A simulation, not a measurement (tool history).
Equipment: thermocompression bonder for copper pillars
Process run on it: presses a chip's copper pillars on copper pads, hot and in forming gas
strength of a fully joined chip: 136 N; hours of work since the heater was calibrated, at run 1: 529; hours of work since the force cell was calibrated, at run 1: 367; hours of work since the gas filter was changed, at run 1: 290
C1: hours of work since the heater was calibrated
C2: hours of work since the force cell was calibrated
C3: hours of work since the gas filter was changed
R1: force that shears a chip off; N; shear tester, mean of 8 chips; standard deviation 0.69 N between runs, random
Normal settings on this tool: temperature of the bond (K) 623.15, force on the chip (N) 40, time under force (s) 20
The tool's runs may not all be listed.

{"run": 1, "hour": 0.0, "temperature of the bond (K)": 623.15, "force on the chip (N)": 40, "time under force (s)": 20, "C1": 529, "C2": 367, "C3": 290, "R1": 42.6}
{"run": 2, "hour": 27.3, "temperature of the bond (K)": 623.15, "force on the chip (N)": 40, "time under force (s)": 20, "C1": 548, "C2": 386, "C3": 309, "R1": 42.1}
{"run": 3, "hour": 56.2, "temperature of the bond (K)": 623.15, "force on the chip (N)": 40, "time under force (s)": 20, "C1": 569, "C2": 406, "C3": 330, "R1": 42.2}
{"run": 4, "hour": 74.3, "temperature of the bond (K)": 623.15, "force on the chip (N)": 40, "time under force (s)": 10, "C1": 581, "C2": 419, "C3": 342, "R1": 31.7}
{"run": 5, "hour": 110.9, "temperature of the bond (K)": 623.15, "force on the chip (N)": 40, "time under force (s)": 10, "C1": 607, "C2": 445, "C3": 368, "R1": 30.6}
{"run": 6, "hour": 150.6, "temperature of the bond (K)": 650.15, "force on the chip (N)": 40, "time under force (s)": 10, "C1": 635, "C2": 473, "C3": 396, "R1": 40.5}
{"hour": 180.0, "done": "forming gas filter changed"}
{"run": 7, "hour": 189.9, "temperature of the bond (K)": 650.15, "force on the chip (N)": 39, "time under force (s)": 10, "C1": 662, "C2": 500, "C3": 7, "R1": 41.4}
{"run": 8, "hour": 212.9, "temperature of the bond (K)": 623.15, "force on the chip (N)": 40, "time under force (s)": 20, "C1": 678, "C2": 516, "C3": 23, "R1": 42.9}
{"run": 9, "hour": 237.6, "temperature of the bond (K)": 623.15, "force on the chip (N)": 40, "time under force (s)": 20, "C1": 696, "C2": 534, "C3": 41, "R1": 43.5}
{"run": 10, "hour": 263.2, "temperature of the bond (K)": 623.15, "force on the chip (N)": 40, "time under force (s)": 20, "C1": 714, "C2": 552, "C3": 59, "R1": 43}
{"run": 11, "hour": 288.6, "temperature of the bond (K)": 623.15, "force on the chip (N)": 40, "time under force (s)": 11, "C1": 732, "C2": 570, "C3": 76, "R1": 33.6}
{"hour": 301.4, "done": "heater calibrated with a thermocouple chip"}
{"run": 12, "hour": 319.3, "temperature of the bond (K)": 623.15, "force on the chip (N)": 40, "time under force (s)": 11, "C1": 13, "C2": 590, "C3": 97, "R1": 35}
{"run": 13, "hour": 351.7, "temperature of the bond (K)": 623.15, "force on the chip (N)": 29, "time under force (s)": 11, "C1": 35, "C2": 613, "C3": 119, "R1": 22}
{"run": 14, "hour": 380.9, "temperature of the bond (K)": 623.15, "force on the chip (N)": 29, "time under force (s)": 11, "C1": 56, "C2": 633, "C3": 140, "R1": 22.1}
{"run": 15, "hour": 403.4, "temperature of the bond (K)": 631.15, "force on the chip (N)": 36, "time under force (s)": 49, "C1": 72, "C2": 649, "C3": 156, "R1": 61.2}
{"run": 16, "hour": 422.0, "temperature of the bond (K)": 628.15, "force on the chip (N)": 36, "time under force (s)": 17, "C1": 85, "C2": 662, "C3": 169, "R1": 36.9}
{"run": 17, "hour": 440.8, "temperature of the bond (K)": 623.15, "force on the chip (N)": 57, "time under force (s)": 29, "C1": 98, "C2": 675, "C3": 182, "R1": 74.6}
{"run": 18, "hour": 479.0, "temperature of the bond (K)": 623.15, "force on the chip (N)": 57, "time under force (s)": 29, "C1": 125, "C2": 702, "C3": 209, "R1": 73.6}
{"run": 19, "hour": 513.6, "temperature of the bond (K)": 628.15, "force on the chip (N)": 34, "time under force (s)": 20, "C1": 149, "C2": 726, "C3": 233, "R1": 38.2}
{"run": 20, "hour": 548.1, "temperature of the bond (K)": 605.15, "force on the chip (N)": 43, "time under force (s)": 27, "C1": 174, "C2": 751, "C3": 258, "R1": 44.2}
{"run": 21, "hour": 586.2, "temperature of the bond (K)": 605.15, "force on the chip (N)": 29, "time under force (s)": 10, "C1": 200, "C2": 777, "C3": 284, "R1": 16.2}
{"run": 22, "hour": 618.9, "temperature of the bond (K)": 648.15, "force on the chip (N)": 26, "time under force (s)": 19, "C1": 223, "C2": 800, "C3": 307, "R1": 31.3}
{"run": 23, "hour": 661.7, "temperature of the bond (K)": 648.15, "force on the chip (N)": 26, "time under force (s)": 19, "C1": 253, "C2": 831, "C3": 337, "R1": 31.1}
{"run": 24, "hour": 690.9, "temperature of the bond (K)": 644.15, "force on the chip (N)": 40, "time under force (s)": 26, "C1": 274, "C2": 851, "C3": 358, "R1": 55.8}
{"run": 25, "hour": 712.3, "temperature of the bond (K)": 644.15, "force on the chip (N)": 40, "time under force (s)": 26, "C1": 289, "C2": 866, "C3": 373, "R1": 54.8}
{"run": 26, "hour": 740.1, "temperature of the bond (K)": 611.15, "force on the chip (N)": 40, "time under force (s)": 20, "C1": 308, "C2": 886, "C3": 393, "R1": 36}

Here are 3 independent what-if runs from the current tool condition. What would each one return?
{"hour": 773.3, "done": "forming gas filter changed"}
{"run": "A", "hour": 778.3, "temperature of the bond (K)": 638.15, "force on the chip (N)": 35, "time under force (s)": 28, "C1": 335, "C2": 912, "C3": 4, "R1": "?"}
{"hour": 773.3, "done": "forming gas filter changed"}
{"run": "B", "hour": 778.3, "temperature of the bond (K)": 611.15, "force on the chip (N)": 26, "time under force (s)": 42, "C1": 335, "C2": 912, "C3": 4, "R1": "?"}
{"hour": 773.3, "done": "forming gas filter changed"}
{"run": "C", "hour": 778.3, "temperature of the bond (K)": 623.15, "force on the chip (N)": 40, "time under force (s)": 13, "C1": 335, "C2": 912, "C3": 4, "R1": "?"}

run=A R1=50.6
run=B R1=30
run=C R1=37.5
Had the tool no hidden state, the same runs would have come out as:
run=A R1=54
run=B R1=32.4
run=C R1=40.2
